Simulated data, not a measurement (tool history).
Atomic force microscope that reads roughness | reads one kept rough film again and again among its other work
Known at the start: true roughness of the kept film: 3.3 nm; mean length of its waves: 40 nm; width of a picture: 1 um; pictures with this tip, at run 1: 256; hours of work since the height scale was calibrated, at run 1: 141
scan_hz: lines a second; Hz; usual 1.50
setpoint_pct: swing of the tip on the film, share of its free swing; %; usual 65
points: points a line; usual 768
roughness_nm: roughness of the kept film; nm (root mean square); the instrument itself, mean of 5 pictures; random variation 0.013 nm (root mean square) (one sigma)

run,hour,scan_hz,setpoint_pct,points,pictures with this tip,hours of work since the height scale was calibrated,roughness_nm
1,0.0,1.50,65,768,256,141,2.777
2,14.7,1.50,65,768,289,150,2.720
3,36.7,1.50,65,768,337,164,2.639
# hour 50.9: new tip fitted
4,57.5,1.50,65,768,15,177,3.030
5,71.0,0.88,65,768,44,186,2.992
6,81.6,0.88,65,768,68,193,2.991
7,102.8,1.50,65,768,114,206,2.868
8,121.7,1.50,65,768,156,218,2.826
9,144.6,1.50,65,768,206,233,2.768
10,158.7,1.50,65,768,237,242,2.719
11,182.3,1.50,65,768,289,257,2.627
12,199.6,1.50,65,768,327,268,2.591
13,211.4,1.58,65,768,353,276,2.541
# hour 217.8: new tip fitted
14,226.6,1.58,65,768,19,285,3.037
15,247.2,1.58,65,768,64,298,2.941
16,261.9,1.58,81,768,97,308,2.829
17,274.5,2.13,65,768,124,316,2.836
18,296.4,1.50,65,768,172,330,2.801
19,310.1,1.50,65,768,203,338,2.742
20,329.1,1.50,65,768,244,351,2.698
21,342.5,1.50,65,768,274,359,2.659
22,360.2,1.50,65,684,313,370,2.611
23,375.1,1.50,65,684,345,380,2.537
# hour 385.6: new tip fitted
24,395.4,1.50,65,684,22,393,3.008
25,414.7,1.50,65,684,64,405,2.947
26,426.7,3.89,60,293,91,413,2.825
27,450.0,0.86,65,504,142,427,2.849
28,463.1,0.86,65,622,171,436,2.807
29,475.3,3.66,65,462,197,444,2.676
30,496.6,3.66,65,462,244,457,2.633
31,511.4,3.66,65,462,277,467,2.607
# hour 514.2: height scale calibrated on a step standard
32,537.1,3.66,65,462,331,15,2.529
# hour 554.0: new tip fitted
33,561.2,3.66,65,462,16,30,2.946
34,579.4,1.50,75,761,56,41,2.922
35,595.4,1.06,73,761,91,51,2.874
# hour 601.3: height scale calibrated on a step standard, once more
36,618.5,0.70,77,929,140,11,2.830
37,643.0,1.50,89,691,193,27,2.641
38,658.9,1.50,90,291,228,37,2.598
39,680.6,1.05,83,779,276,51,2.598
40,699.2,0.90,65,611,317,63,2.623
41,719.0,0.90,65,611,360,75,2.570
# hour 722.6: new tip fitted
42,742.4,0.90,65,611,44,90,2.995
43,763.9,1.50,70,661,91,104,2.877
44,782.9,1.21,60,609,133,116,2.856
45,801.4,1.21,89,547,173,127,2.692
46,815.7,1.84,89,553,205,137,2.581
47,834.1,1.50,65,786,245,148,2.697
48,857.8,1.50,65,786,297,163,2.620

Some steps in roughness_nm between neighbouring runs. How much of each would the tool show without its hidden state too (settings, what came in, random variation), and how much is left for the hidden state, with any gauge scatter that isn't in both results?
The hidden state here: radius of the tip, nm; height scale over the true one, %; drift of the gauge itself on roughness_nm, %.
Run 13 -> 14: new tip fitted. roughness_nm +0.496 nm (root mean square): hidden state +0.464, all else +0.032.
Run 23 -> 24: new tip fitted. roughness_nm +0.471 nm (root mean square): hidden state +0.453, all else +0.018.
Run 41 -> 42: new tip fitted. roughness_nm +0.425 nm (root mean square): hidden state +0.439, all else -0.014.
